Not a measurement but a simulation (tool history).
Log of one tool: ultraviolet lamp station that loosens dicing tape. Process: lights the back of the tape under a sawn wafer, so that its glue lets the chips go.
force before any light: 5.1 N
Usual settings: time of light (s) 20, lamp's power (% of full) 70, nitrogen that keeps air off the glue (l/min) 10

| run | hour | time of light (s) | lamp's power (% of full) | nitrogen that keeps air off the glue (l/min) | force that peels the tape off (N) | light that reached the tape (mJ/cm2) |
|---|---|---|---|---|---|---|
| 1 | 0 | 20 | 70 | 10 | 0.343 | 503 |
| 2 | 43.3 | 20 | 70 | 9 | 0.385 | 493 |
| 3 | 91.6 | 21 | 70 | 9 | 0.356 | 507 |
| 4 | 143.6 | 21 | 70 | 9 | 0.381 | 492 |
| 5 | 205.4 | 20 | 70 | 3 | 0.829 | 459 |
| 6 | 258.9 | 20 | 70 | 3 | 0.837 | 446 |
| 7 | 288.6 | 36 | 70 | 3 | 0.267 | 805 |
| 8 | 340.8 | 36 | 70 | 9 | 0.141 | 781 |
| 9 | 382.6 | 20 | 70 | 10 | 0.464 | 423 |
| 10 | 447.9 | 20 | 70 | 10 | 0.526 | 414 |
|  | 458.8 | window cleaned of glue's vapour |
| 11 | 487.3 | 20 | 87 | 10 | 0.35 | 501 |
| 12 | 521.3 | 20 | 74 | 10 | 0.521 | 418 |
| 13 | 573 | 20 | 74 | 10 | 0.533 | 409 |
| 14 | 612.4 | 21 | 70 | 10 | 0.542 | 394 |
|  | 615.7 | window cleaned of glue's vapour, once more |
| 15 | 647.3 | 21 | 70 | 10 | 0.481 | 435 |
| 16 | 703.2 | 21 | 70 | 10 | 0.485 | 422 |
| 17 | 738 | 38 | 69 | 10 | 0.149 | 747 |
| 18 | 780 | 10 | 76 | 8 | 1.632 | 211 |
| 19 | 809.8 | 20 | 92 | 10 | 0.328 | 506 |
| 20 | 851.8 | 15 | 85 | 4 | 1.127 | 341 |
| 21 | 914.8 | 14 | 70 | 4 | 1.595 | 253 |
| 22 | 970.6 | 21 | 70 | 5 | 0.851 | 377 |
| 23 | 1024.6 | 21 | 70 | 5 | 0.906 | 364 |
|  | 1071.9 | window cleaned of glue's vapour |
| 24 | 1081.7 | 38 | 95 | 6 | 0.124 | 936 |
| 25 | 1145.3 | 21 | 95 | 11 | 0.334 | 501 |
|  | 1177.9 | lamp changed |
| 26 | 1189.1 | 15 | 95 | 11 | 0.31 | 524 |
| 27 | 1258.8 | 22 | 95 | 11 | 0.137 | 736 |
| 28 | 1314.8 | 15 | 95 | 3 | 0.729 | 493 |
| 29 | 1375.8 | 18 | 70 | 14 | 0.406 | 431 |
| 30 | 1423 | 20 | 87 | 6 | 0.342 | 575 |
| 31 | 1471.3 | 20 | 87 | 6 | 0.366 | 560 |

Forecast each of these 3 alternatives for the next run:
| A | 1512 | 19 | 83 | 12 | ? | ? |
| B | 1512 | 20 | 70 | 6 | ? | ? |
| C | 1512 | 32 | 93 | 6 | ? | ? |

| run | force that peels the tape off (N) | light that reached the tape (mJ/cm2) |
|---|---|---|
| A | 0.313 | 507 |
| B | 0.559 | 443 |
| C | 0.117 | 949 |
Without the tool's hidden state the same runs would have given:
| run | force that peels the tape off (N) | light that reached the tape (mJ/cm2) |
|---|---|---|
| A | 0.219 | 595 |
| B | 0.401 | 520 |
| C | 0.097 | 1115 |
